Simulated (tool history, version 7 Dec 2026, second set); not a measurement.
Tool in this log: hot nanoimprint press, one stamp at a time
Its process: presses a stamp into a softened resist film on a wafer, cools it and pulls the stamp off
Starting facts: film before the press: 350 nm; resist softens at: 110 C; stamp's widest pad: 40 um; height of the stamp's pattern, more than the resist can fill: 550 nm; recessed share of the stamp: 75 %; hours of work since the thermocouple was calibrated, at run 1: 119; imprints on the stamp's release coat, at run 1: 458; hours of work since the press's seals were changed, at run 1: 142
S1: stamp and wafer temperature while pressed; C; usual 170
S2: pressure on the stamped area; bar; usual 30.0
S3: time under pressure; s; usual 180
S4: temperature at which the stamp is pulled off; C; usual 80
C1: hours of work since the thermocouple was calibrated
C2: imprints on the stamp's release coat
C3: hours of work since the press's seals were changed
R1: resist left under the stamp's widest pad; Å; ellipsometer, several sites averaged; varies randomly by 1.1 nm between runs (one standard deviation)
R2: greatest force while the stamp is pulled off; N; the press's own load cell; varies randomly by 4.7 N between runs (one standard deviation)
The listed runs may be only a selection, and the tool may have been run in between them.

Run 1, day 0.000: usual settings; C1 119; C2 458; C3 142. Result: R1 1666 Å, R2 259 N.
Run 2, day 0.308: usual settings; C1 123; C2 483; C3 146. Result: R1 1651 Å, R2 258 N.
Run 3, day 0.629: usual settings; C1 127; C2 509; C3 150. Result: R1 1682 Å, R2 254 N.
Run 4, day 0.875: usual settings but S1 168 C; C1 130; C2 530; C3 153. Result: R1 1795 Å, R2 254 N.
Run 5, day 1.196: usual settings; C1 134; C2 556; C3 157. Result: R1 1667 Å, R2 256 N.
Run 6, day 1.517: usual settings; C1 139; C2 583; C3 162. Result: R1 1673 Å, R2 258 N.
Run 7, day 1.867: usual settings; C1 143; C2 612; C3 166. Result: R1 1684 Å, R2 273 N.
Run 8, day 2.167: usual settings; C1 147; C2 636; C3 170. Result: R1 1697 Å, R2 256 N.
Run 9, day 2.371: usual settings; C1 150; C2 653; C3 173. Result: R1 1668 Å, R2 255 N.
Run 10, day 2.558: usual settings; C1 152; C2 669; C3 175. Result: R1 1675 Å, R2 272 N.
Run 11, day 2.750: usual settings; C1 155; C2 684; C3 178. Result: R1 1668 Å, R2 268 N.
Run 12, day 2.971: usual settings; C1 158; C2 703; C3 181. Result: R1 1672 Å, R2 265 N.
Run 13, day 3.212: usual settings; C1 161; C2 723; C3 184. Result: R1 1688 Å, R2 257 N.
Run 14, day 3.504: usual settings; C1 165; C2 747; C3 188. Result: R1 1685 Å, R2 260 N.
Run 15, day 3.888: usual settings; C1 170; C2 778; C3 193. Result: R1 1691 Å, R2 266 N.
Run 16, day 4.262: usual settings but S1 164 C, S2 44.0 bar; C1 175; C2 810; C3 198. Result: R1 1883 Å, R2 273 N.
Run 17, day 4.633: usual settings but S2 20.7 bar, S3 301 s; C1 179; C2 840; C3 202. Result: R1 1604 Å, R2 271 N.
Run 18, day 5.012: usual settings but S2 20.7 bar, S3 301 s; C1 184; C2 871; C3 207. Result: R1 1601 Å, R2 277 N.
Run 19, day 5.271: usual settings but S2 20.7 bar, S4 83 C; C1 188; C2 893; C3 211. Result: R1 1934 Å, R2 257 N.
Run 20, day 5.546: usual settings but S2 24.5 bar, S3 231 s; C1 191; C2 915; C3 214. Result: R1 1654 Å, R2 277 N.
At day 5.988: stamp cleaned and given a new release coat.
Run 21, day 6.117: usual settings but S2 18.5 bar, S4 70 C; C1 196; C2 11; C3 219. Result: R1 2006 Å, R2 260 N.
Run 22, day 6.392: usual settings but S2 18.5 bar, S4 70 C; C1 199; C2 33; C3 222. Result: R1 2017 Å, R2 263 N.
Run 23, day 6.596: usual settings but S1 180 C, S4 70 C; C1 202; C2 50; C3 225. Result: R1 1091 Å, R2 272 N.
Run 24, day 6.912: usual settings but S1 180 C, S4 70 C; C1 206; C2 76; C3 229. Result: R1 1095 Å, R2 267 N.
Run 25, day 7.233: usual settings but S3 162 s; C1 210; C2 103; C3 233. Result: R1 1752 Å, R2 232 N.

What does the tool deliver on the next run?
Run 26, day 7.612: usual settings but S3 285 s, S4 75 C; C1 215; C2 134; C3 238. Result: R1 ?, R2 ?.

R1: 1404 Å
R2: 252 N
Minus the tool's unlogged condition, the same run would have read R1 1367 Å, R2 243 N.

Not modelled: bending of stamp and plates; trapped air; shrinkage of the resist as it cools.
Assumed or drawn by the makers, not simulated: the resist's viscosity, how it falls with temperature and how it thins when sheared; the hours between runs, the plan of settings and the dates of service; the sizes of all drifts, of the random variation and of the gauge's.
